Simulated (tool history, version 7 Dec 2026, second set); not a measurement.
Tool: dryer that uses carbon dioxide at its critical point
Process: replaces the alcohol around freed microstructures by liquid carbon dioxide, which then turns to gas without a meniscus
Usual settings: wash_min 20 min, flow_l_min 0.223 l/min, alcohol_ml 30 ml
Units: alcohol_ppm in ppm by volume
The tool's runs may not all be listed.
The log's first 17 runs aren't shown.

run     day  wash_min  flow_l_min  alcohol_ml  alcohol_ppm
 18  17.096        13       0.150          30         2051
 19  18.125        12       0.223          30          563
 20  18.842        20       0.291          30           22
 21  20.104        20       0.291          30           16
 22  20.908        12       0.252          74          790
 23  22.175        16       0.191          30          341
 24  23.517        20       0.223          30           45
 25  24.258        21       0.372          36           10
 26  24.946        21       0.372          36           19
 27  25.967        12       0.372          36           41

Run 28 comes next. What will it give?
 28  27.142        17       0.372          36            ?

{"run 28": {"alcohol_ppm": 14}}
Without the tool's hidden state the same run would have given alcohol_ppm 2 ppm by volume.

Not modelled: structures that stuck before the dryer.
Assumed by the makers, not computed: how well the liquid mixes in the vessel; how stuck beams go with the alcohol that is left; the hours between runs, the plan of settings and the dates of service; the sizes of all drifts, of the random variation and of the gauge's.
